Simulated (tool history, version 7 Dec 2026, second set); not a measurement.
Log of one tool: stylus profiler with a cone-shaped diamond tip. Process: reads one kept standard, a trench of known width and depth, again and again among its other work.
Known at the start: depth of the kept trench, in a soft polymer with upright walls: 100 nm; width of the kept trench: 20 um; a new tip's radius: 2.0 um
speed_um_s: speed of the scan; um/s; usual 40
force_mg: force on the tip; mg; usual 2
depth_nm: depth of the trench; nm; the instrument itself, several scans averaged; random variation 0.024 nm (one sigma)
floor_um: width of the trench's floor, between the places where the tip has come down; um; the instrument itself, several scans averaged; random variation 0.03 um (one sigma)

run 1 hour=0 | speed_um_s=40 force_mg=2 | depth_nm=100.64 floor_um=18.39
run 2 hour=12.5 | speed_um_s=31 force_mg=2 | depth_nm=100.63 floor_um=18.45
run 3 hour=20.1 | speed_um_s=31 force_mg=2 | depth_nm=100.62 floor_um=18.45
run 4 hour=28.8 | speed_um_s=31 force_mg=2 | depth_nm=100.63 floor_um=18.45
run 5 hour=44.2 | speed_um_s=66 force_mg=2 | depth_nm=100.63 floor_um=18.25
run 6 hour=60.1 | speed_um_s=66 force_mg=2.4 | depth_nm=100.72 floor_um=18.19
run 7 hour=73.9 | speed_um_s=93 force_mg=2.4 | depth_nm=100.69 floor_um=18.1
run 8 hour=86.7 | speed_um_s=93 force_mg=2.4 | depth_nm=100.72 floor_um=18.16
run 9 hour=95.6 | speed_um_s=93 force_mg=2.4 | depth_nm=100.7 floor_um=18.12
run 10 hour=109.9 | speed_um_s=93 force_mg=2.4 | depth_nm=100.69 floor_um=18.16
run 11 hour=122 | speed_um_s=121 force_mg=0.7 | depth_nm=100.26 floor_um=17.35
run 12 hour=137.1 | speed_um_s=121 force_mg=0.7 | depth_nm=100.23 floor_um=17.38
run 13 hour=146.7 | speed_um_s=14 force_mg=1.38 | depth_nm=100.48 floor_um=18.55
run 14 hour=153.7 | speed_um_s=61 force_mg=1.5 | depth_nm=100.43 floor_um=18.13
run 15 hour=165.8 | speed_um_s=38 force_mg=1.5 | depth_nm=100.49 floor_um=18.37
run 16 hour=178.5 | speed_um_s=15 force_mg=3.55 | depth_nm=100.94 floor_um=18.57
run 17 hour=191.9 | speed_um_s=61 force_mg=0.75 | depth_nm=100.25 floor_um=17.99

Forecast each of these 3 alternatives for the next run:
run A hour=204.3 | speed_um_s=57 force_mg=1.88 | depth_nm=? floor_um=?
run B hour=204.3 | speed_um_s=107 force_mg=0.75 | depth_nm=? floor_um=?
run C hour=204.3 | speed_um_s=17 force_mg=2.98 | depth_nm=? floor_um=?

run=A depth_nm=100.57 floor_um=18.21
run=B depth_nm=100.3 floor_um=17.55
run=C depth_nm=100.85 floor_um=18.55
Without the tool's hidden state the same runs would have given:
run=A depth_nm=100.66 floor_um=18.33
run=B depth_nm=100.4 floor_um=17.67
run=C depth_nm=100.94 floor_um=18.67
